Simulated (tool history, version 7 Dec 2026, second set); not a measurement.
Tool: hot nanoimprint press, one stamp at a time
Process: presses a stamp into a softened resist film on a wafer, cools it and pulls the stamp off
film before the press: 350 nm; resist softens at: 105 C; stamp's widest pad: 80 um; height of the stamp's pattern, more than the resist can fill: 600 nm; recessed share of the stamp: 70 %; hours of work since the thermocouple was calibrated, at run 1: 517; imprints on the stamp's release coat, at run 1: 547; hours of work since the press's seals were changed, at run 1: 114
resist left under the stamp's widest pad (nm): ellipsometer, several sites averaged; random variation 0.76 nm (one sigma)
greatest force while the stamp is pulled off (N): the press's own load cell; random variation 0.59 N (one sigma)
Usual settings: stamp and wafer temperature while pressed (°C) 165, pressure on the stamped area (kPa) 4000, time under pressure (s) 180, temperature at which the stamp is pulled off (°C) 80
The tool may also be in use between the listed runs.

run	hour	stamp and wafer temperature while pressed (°C)	pressure on the stamped area (kPa)	time under pressure (s)	temperature at which the stamp is pulled off (°C)	hours of work since the thermocouple was calibrated	imprints on the stamp's release coat	hours of work since the press's seals were changed	resist left under the stamp's widest pad (nm)	greatest force while the stamp is pulled off (N)
1	0	165	4000	180	80	517	547	114	159.4	95.6
2	4.6	165	4000	180	80	519	560	116	158.9	95.1
3	11.8	165	4000	180	80	522	581	119	159.8	93.7
4	17.2	165	4950	180	80	525	596	121	143.3	95
5	26.6	165	4750	180	80	529	623	125	145.3	95.2
6	37.5	165	4000	180	80	533	655	130	160.1	95.6
7	45.2	165	4000	180	80	537	677	133	158.7	94.4
8	51.6	165	4000	180	80	539	695	136	158.4	96.2
9	60.1	165	4000	180	80	543	719	139	158.6	96.2
10	65.4	165	4000	180	80	545	735	141	157.8	95.3
11	74.9	165	5270	180	80	549	762	145	137.4	96.3
12	80.7	165	4000	180	80	552	778	148	158.6	96.1
13	89.8	165	4000	180	80	555	805	152	157.4	97
14	99.3	165	4000	180	80	559	832	156	157.5	96.2
15	107.9	165	4000	180	80	563	857	159	158.6	96
16	114.8	171	4650	316	80	566	876	162	86.2	96.3
17	119.4	171	5850	232	76	568	890	164	86.7	103.1
18	125.3	175	3150	260	80	570	907	167	95.8	96.2
19	130.1	176	2680	180	80	572	920	169	115.7	97.3
20	135.1	176	4000	95	83	575	935	171	118.3	93
21	144.9	165	4000	180	80	579	963	175	157.5	97
# hour 149.4: plate thermocouple calibrated
22	158	165	4000	180	75	4	992	179	172.9	105.7
23	163.5	165	4000	180	75	6	1008	182	174.9	106.2
24	171.4	165	5660	180	80	9	1030	185	147.5	100.4
25	178.8	158	3990	341	80	12	1051	188	202.1	101.4
26	188.4	158	3990	341	80	16	1079	192	202.3	101.6
27	198.4	161	3050	325	70	21	1108	196	197.6	112.8
28	202.9	175	3050	180	72	23	1120	198	123.3	110.4
29	210.4	175	3050	180	72	26	1142	201	123.9	110.3

Hidden state or all else? Some run-to-run changes of resist left under the stamp's widest pad (nm), split into what the settings, what came in and random variation would give without the hidden state, and what is left for the hidden state (with any gauge scatter that isn't in both results):
The hidden state here: true temperature over the reading, C; pressure that arrives at the usual setting, %; grip of the stamp's worn release coat, % over a new coat's; drift of the gauge itself on residual_nm, %; drift of the gauge itself on pull_off_n, %.
Run 15 -> 16: stamp and wafer temperature while pressed (°C) 165 -> 171, pressure on the stamped area (kPa) 4000 -> 4650, time under pressure (s) 180 -> 316. resist left under the stamp's widest pad (nm) -72.4: hidden state +6.4, all else -78.8.
Run 21 -> 22: temperature at which the stamp is pulled off (°C) 80 -> 75, plate thermocouple calibrated. resist left under the stamp's widest pad (nm) +15.4: hidden state +16.9, all else -1.5.
Run 27 -> 28: stamp and wafer temperature while pressed (°C) 161 -> 175, time under pressure (s) 325 -> 180, temperature at which the stamp is pulled off (°C) 70 -> 72. resist left under the stamp's widest pad (nm) -74.3: hidden state -0.6, all else -73.7.
